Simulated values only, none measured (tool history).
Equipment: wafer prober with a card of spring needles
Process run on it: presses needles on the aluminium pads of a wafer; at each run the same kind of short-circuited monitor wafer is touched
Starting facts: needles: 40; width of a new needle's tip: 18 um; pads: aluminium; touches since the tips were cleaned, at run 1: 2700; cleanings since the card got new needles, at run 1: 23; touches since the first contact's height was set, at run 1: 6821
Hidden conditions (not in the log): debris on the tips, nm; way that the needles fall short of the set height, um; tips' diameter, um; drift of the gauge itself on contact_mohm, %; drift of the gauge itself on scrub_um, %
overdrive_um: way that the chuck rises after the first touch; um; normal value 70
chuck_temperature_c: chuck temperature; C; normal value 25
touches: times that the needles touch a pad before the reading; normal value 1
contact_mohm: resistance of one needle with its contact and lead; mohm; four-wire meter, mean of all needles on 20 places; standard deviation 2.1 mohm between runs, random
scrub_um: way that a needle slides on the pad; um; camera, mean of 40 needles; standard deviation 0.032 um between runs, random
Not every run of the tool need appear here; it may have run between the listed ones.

run   hour  overdrive_um  chuck_temperature_c  touches  touches since the tips were cleaned  cleanings since the card got new needles  touches since the first contact's height was set  contact_mohm  scrub_um
  1      0            70                   25        1                                 2700                                        23                                              6821           229      14.6
  2    6.7            70                   25        1                                 5687                                        23                                              9808           229     14.65
      12.8  -- tips cleaned on abrasive film
  3   14.2            70                   25        1                                  605                                        24                                             13114           226      14.6
  4   21.6            81                   25        1                                 3948                                        24                                             16457           223      16.9
  5   28.1            81                   25        1                                 6835                                        24                                             19344           229     16.91
      31.7  -- tips cleaned on abrasive film
  6   41.2            81                   25        1                                 4251                                        25                                             25195           226     16.88
        51  -- tips cleaned on abrasive film
  7   55.2            81                   25        1                                 1879                                        26                                             31392           230     16.98
  8   67.3            81                   25        1                                 7295                                        26                                             36808           227     16.92
      69.6  -- tips cleaned on abrasive film
  9   73.2            70                   25        1                                 1595                                        27                                             39394           228     14.58
 10   82.3            70                   25        1                                 5700                                        27                                             43499           233     14.66
      88.4  -- tips cleaned on abrasive film
 11   94.7            70                   25        1                                 2809                                        28                                             49001           227     14.56
 12  106.8            70                   25        1                                 8201                                        28                                             54393           227     14.59
     107.7  -- tips cleaned on abrasive film
 13  120.3            70                   25        1                                 5635                                        29                                             60424           231     14.66
     127.1  -- tips cleaned on abrasive film
 14  129.4            60                   25        1                                 1012                                        30                                             64427           232     12.54
 15  136.2            70                   25        2                                 4077                                        30                                             67492           232     14.56
     146.7  -- tips cleaned on abrasive film
 16  148.7            70                   25        2                                  906                                        31                                             73040           228     14.57
 17  158.5            70                   48        1                                 5282                                        31                                             77416           234     14.57
     165.3  -- tips cleaned on abrasive film
 18  166.9            75                   31        1                                  703                                        32                                             81145           226     15.62
 19  174.5            71                   59        1                                 4108                                        32                                             84550           233      14.8
     184.9  -- tips cleaned on abrasive film
 20  186.4            70                  121        2                                  645                                        33                                             89813           255     14.62
 21  192.1            53                  121        2                                 3230                                        33                                             92398           261     11.04
 22  199.7            53                  121        2                                 6630                                        33                                             95798           256     11.11
     203.8  -- tips cleaned on abrasive film
 23  213.6            56                   31        2                                 4390                                        34                                            101968           235      11.7
     223.1  -- tips cleaned on abrasive film
 24  223.4            55                   84        2                                  134                                        35                                            106299           249     11.48
 25  230.4            70                   25        1                                 3253                                        35                                            109418           228     14.62
     241.9  -- tips cleaned on abrasive film
 26  243.6            82                   33        1                                  765                                        36                                            115284           228     17.13
 27  249.9            81                   33        2                                 3593                                        36                                            118112           227      16.9
     260.6  -- tips cleaned on abrasive film
 28  262.4            55                   90        2                                  798                                        37                                            123683           248     11.54
 29  272.7            55                   79        2                                 5384                                        37                                            128269           245     11.51
     279.5  -- tips cleaned on abrasive film
 30  283.8            55                   79        2                                 1951                                        38                                            133221           244     11.44
 31    296            55                   97        2                                 7384                                        38                                            138654           252     11.45
     298.2  -- tips cleaned on abrasive film
 32  306.5            55                   97        2                                 3687                                        39                                            143307           249     11.47
     316.8  -- tips cleaned on abrasive film
 33  319.9            55                   97        2                                 1412                                        40                                            149293           253     11.43

Take each entry between the runs: how does the hidden state at the last listed run before it differ from the hidden state at the first listed run after it?
From run 2 to run 3: tips cleaned on abrasive film (hour 12.8)
  debris on the tips, nm: 0.4 -> 0.1
From run 5 to run 6: tips cleaned on abrasive film (hour 31.7)
  no difference in the tool's unlogged condition between these two runs
From run 6 to run 7: tips cleaned on abrasive film (hour 51)
  debris on the tips, nm: 0.4 -> 0.2
From run 8 to run 9: tips cleaned on abrasive film (hour 69.6)
  debris on the tips, nm: 0.4 -> 0.2
From run 10 to run 11: tips cleaned on abrasive film (hour 88.4)
  debris on the tips, nm: 0.4 -> 0.3
From run 12 to run 13: tips cleaned on abrasive film (hour 107.7)
  no difference in the tool's unlogged condition between these two runs
From run 13 to run 14: tips cleaned on abrasive film (hour 127.1)
  debris on the tips, nm: 0.4 -> 0.2
From run 15 to run 16: tips cleaned on abrasive film (hour 146.7)
  debris on the tips, nm: 0.4 -> 0.1
From run 17 to run 18: tips cleaned on abrasive film (hour 165.3)
  debris on the tips, nm: 0.4 -> 0.1
From run 19 to run 20: tips cleaned on abrasive film (hour 184.9)
  debris on the tips, nm: 0.4 -> 0.1
From run 22 to run 23: tips cleaned on abrasive film (hour 203.8)
  no difference in the tool's unlogged condition between these two runs
From run 23 to run 24: tips cleaned on abrasive film (hour 223.1)
  debris on the tips, nm: 0.4 -> 0.1
From run 25 to run 26: tips cleaned on abrasive film (hour 241.9)
  debris on the tips, nm: 0.3 -> 0.1
From run 27 to run 28: tips cleaned on abrasive film (hour 260.6)
  debris on the tips, nm: 0.3 -> 0.2
From run 29 to run 30: tips cleaned on abrasive film (hour 279.5)
  debris on the tips, nm: 0.4 -> 0.2
From run 31 to run 32: tips cleaned on abrasive film (hour 298.2)
  debris on the tips, nm: 0.4 -> 0.3
From run 32 to run 33: tips cleaned on abrasive film (hour 316.8)
  debris on the tips, nm: 0.3 -> 0.2

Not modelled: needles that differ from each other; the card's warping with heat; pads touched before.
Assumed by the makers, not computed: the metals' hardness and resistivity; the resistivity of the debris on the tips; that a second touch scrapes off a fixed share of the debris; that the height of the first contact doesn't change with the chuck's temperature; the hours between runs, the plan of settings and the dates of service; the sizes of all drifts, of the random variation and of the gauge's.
